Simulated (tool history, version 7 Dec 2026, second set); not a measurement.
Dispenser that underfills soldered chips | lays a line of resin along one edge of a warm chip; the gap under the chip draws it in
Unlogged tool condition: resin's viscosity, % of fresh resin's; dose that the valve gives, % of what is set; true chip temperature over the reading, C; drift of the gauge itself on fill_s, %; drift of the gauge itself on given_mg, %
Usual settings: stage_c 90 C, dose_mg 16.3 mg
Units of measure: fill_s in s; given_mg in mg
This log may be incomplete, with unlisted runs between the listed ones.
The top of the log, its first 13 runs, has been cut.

run   hour  stage_c  dose_mg  hours of work since the syringe was changed  hours of work since the valve was cleaned  hours of work since the stage was calibrated  fill_s  given_mg
 14   53.9       93     16.3                                            6                                        109                                           216    77.2     15.48
        58  -- new syringe of resin
 15     60       93     16.3                                            2                                        114                                           221    64.9     15.36
 16   62.9       93     16.3                                            4                                        116                                           223    71.3     15.34
 17   66.8       90     16.3                                            7                                        119                                           226    85.2     15.41
      70.5  -- new syringe of resin
      71.5  -- dispensing valve cleaned and set on the balance
 18   72.4       90     16.3                                            1                                          1                                           229    70.9     16.36
 19   76.6       98     16.3                                            4                                          4                                           233    61.3     16.23
 20   82.6       96     14.4                                            9                                          9                                           237    79.4     14.35
        84  -- new syringe of resin
 21     87       95       15                                            2                                         12                                           240    62.8     14.92
 22   90.9       87     17.3                                            5                                         15                                           243    88.3      17.2
 23   95.8       87     17.3                                            9                                         18                                           247   101.3     17.18
      96.5  -- new syringe of resin
 24  100.2       99     15.5                                            3                                         22                                           250    58.4     15.36
 25  104.4       99     15.5                                            6                                         25                                           253    64.8     15.38
 26    107      103     15.9                                            8                                         27                                           255      61     15.71
     108.9  -- new syringe of resin
 27  110.8      103     14.2                                            1                                         30                                           258    49.5     13.94
 28  116.1       89       19                                            5                                         34                                           262    83.7      18.7
 29  120.3       87       20                                            9                                         37                                           265    99.6     19.66
     121.1  -- new syringe of resin
 30  123.6       97     14.1                                            2                                         39                                           268    62.4     13.82
 31  127.7       97     17.6                                            5                                         42                                           271    64.6     17.25
     133.5  -- new syringe of resin
 32  133.5       95       14                                            0                                         47                                           275    62.6     13.73

Run 33 comes next. What will it give?
 33  139.3       76     20.3                                            4                                         51                                           280       ?         ?

fill_s: 121.3 s
given_mg: 19.78 mg
If the tool had no hidden condition, the same run with the same run-to-run variation would have returned fill_s 110.8 s, given_mg 20.28 mg.
